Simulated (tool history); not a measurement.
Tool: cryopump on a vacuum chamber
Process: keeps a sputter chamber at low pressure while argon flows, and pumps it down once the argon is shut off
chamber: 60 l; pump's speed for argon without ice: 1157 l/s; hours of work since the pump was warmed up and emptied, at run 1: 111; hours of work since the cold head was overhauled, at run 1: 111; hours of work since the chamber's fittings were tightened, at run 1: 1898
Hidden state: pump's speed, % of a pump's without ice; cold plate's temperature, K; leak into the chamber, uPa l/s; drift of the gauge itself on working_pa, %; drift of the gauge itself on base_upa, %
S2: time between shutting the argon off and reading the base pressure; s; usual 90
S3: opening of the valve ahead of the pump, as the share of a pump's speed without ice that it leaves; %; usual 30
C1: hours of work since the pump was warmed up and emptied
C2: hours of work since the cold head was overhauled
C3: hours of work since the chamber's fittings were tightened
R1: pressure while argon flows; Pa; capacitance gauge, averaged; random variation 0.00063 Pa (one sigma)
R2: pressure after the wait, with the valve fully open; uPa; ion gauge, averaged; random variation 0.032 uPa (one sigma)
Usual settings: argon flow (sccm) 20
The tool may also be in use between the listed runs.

{"run": 1, "hour": 0.0, "argon flow (sccm)": 20, "S2": 90, "S3": 30, "C1": 111, "C2": 111, "C3": 1898, "R1": 0.1019, "R2": 3.7}
{"hour": 33.0, "done": "leaking fittings of the chamber tightened, without venting"}
{"run": 2, "hour": 98.2, "argon flow (sccm)": 20, "S2": 90, "S3": 30, "C1": 160, "C2": 160, "C3": 33, "R1": 0.1045, "R2": 1.81}
{"run": 3, "hour": 157.0, "argon flow (sccm)": 20, "S2": 90, "S3": 30, "C1": 190, "C2": 190, "C3": 63, "R1": 0.1056, "R2": 1.86}
{"run": 4, "hour": 217.6, "argon flow (sccm)": 20, "S2": 90, "S3": 30, "C1": 221, "C2": 221, "C3": 94, "R1": 0.1072, "R2": 1.88}
{"run": 5, "hour": 264.3, "argon flow (sccm)": 20, "S2": 90, "S3": 30, "C1": 245, "C2": 245, "C3": 118, "R1": 0.1079, "R2": 1.89}
{"run": 6, "hour": 356.6, "argon flow (sccm)": 20, "S2": 90, "S3": 30, "C1": 292, "C2": 292, "C3": 165, "R1": 0.1104, "R2": 2.06}
{"hour": 409.3, "done": "pump warmed up, emptied and cooled again"}
{"run": 7, "hour": 451.0, "argon flow (sccm)": 20, "S2": 90, "S3": 30, "C1": 21, "C2": 337, "C3": 210, "R1": 0.0986, "R2": 1.85}
{"run": 8, "hour": 533.4, "argon flow (sccm)": 20, "S2": 90, "S3": 30, "C1": 63, "C2": 379, "C3": 252, "R1": 0.0992, "R2": 1.98}
{"run": 9, "hour": 629.1, "argon flow (sccm)": 20, "S2": 90, "S3": 30, "C1": 112, "C2": 428, "C3": 301, "R1": 0.1025, "R2": 1.99}
{"run": 10, "hour": 671.8, "argon flow (sccm)": 20, "S2": 90, "S3": 30, "C1": 134, "C2": 450, "C3": 323, "R1": 0.1016, "R2": 2.12}
{"run": 11, "hour": 749.7, "argon flow (sccm)": 20, "S2": 212, "S3": 28, "C1": 173, "C2": 490, "C3": 363, "R1": 0.1113, "R2": 1.38}
{"run": 12, "hour": 833.8, "argon flow (sccm)": 20, "S2": 123, "S3": 45, "C1": 216, "C2": 532, "C3": 405, "R1": 0.0736, "R2": 1.84}
{"run": 13, "hour": 919.1, "argon flow (sccm)": 20, "S2": 90, "S3": 20, "C1": 260, "C2": 576, "C3": 449, "R1": 0.1557, "R2": 2.29}
{"run": 14, "hour": 972.9, "argon flow (sccm)": 20, "S2": 90, "S3": 20, "C1": 287, "C2": 603, "C3": 476, "R1": 0.1589, "R2": 2.4}
{"hour": 1032.7, "done": "pump warmed up, emptied and cooled again"}
{"run": 15, "hour": 1049.4, "argon flow (sccm)": 15, "S2": 65, "S3": 29, "C1": 9, "C2": 640, "C3": 513, "R1": 0.0761, "R2": 2.67}
{"run": 16, "hour": 1140.8, "argon flow (sccm)": 15, "S2": 65, "S3": 29, "C1": 55, "C2": 686, "C3": 559, "R1": 0.0764, "R2": 2.73}
{"run": 17, "hour": 1187.5, "argon flow (sccm)": 16, "S2": 148, "S3": 18, "C1": 79, "C2": 710, "C3": 583, "R1": 0.1319, "R2": 1.65}
{"run": 18, "hour": 1255.5, "argon flow (sccm)": 16, "S2": 148, "S3": 18, "C1": 114, "C2": 745, "C3": 618, "R1": 0.1328, "R2": 1.81}
{"run": 19, "hour": 1343.5, "argon flow (sccm)": 16, "S2": 148, "S3": 18, "C1": 158, "C2": 790, "C3": 663, "R1": 0.1352, "R2": 1.9}

Forecast each of these 4 alternatives for the next run:
{"run": "A", "hour": 1402.3, "argon flow (sccm)": 20, "S2": 90, "S3": 44, "C1": 188, "C2": 820, "C3": 693, "R1": "?", "R2": "?"}
{"run": "B", "hour": 1402.3, "argon flow (sccm)": 16, "S2": 79, "S3": 19, "C1": 188, "C2": 820, "C3": 693, "R1": "?", "R2": "?"}
{"run": "C", "hour": 1402.3, "argon flow (sccm)": 20, "S2": 148, "S3": 20, "C1": 188, "C2": 820, "C3": 693, "R1": "?", "R2": "?"}
{"run": "D", "hour": 1402.3, "argon flow (sccm)": 31, "S2": 148, "S3": 30, "C1": 188, "C2": 820, "C3": 693, "R1": "?", "R2": "?"}

run=A R1=0.0724 R2=2.47
run=B R1=0.1275 R2=2.77
run=C R1=0.151 R2=1.92
run=D R1=0.162 R2=1.97
Without the tool's hidden state the same runs would have given:
run=A R1=0.066 R2=1.64
run=B R1=0.1224 R2=1.91
run=C R1=0.1446 R2=1.09
run=D R1=0.1519 R2=1.14

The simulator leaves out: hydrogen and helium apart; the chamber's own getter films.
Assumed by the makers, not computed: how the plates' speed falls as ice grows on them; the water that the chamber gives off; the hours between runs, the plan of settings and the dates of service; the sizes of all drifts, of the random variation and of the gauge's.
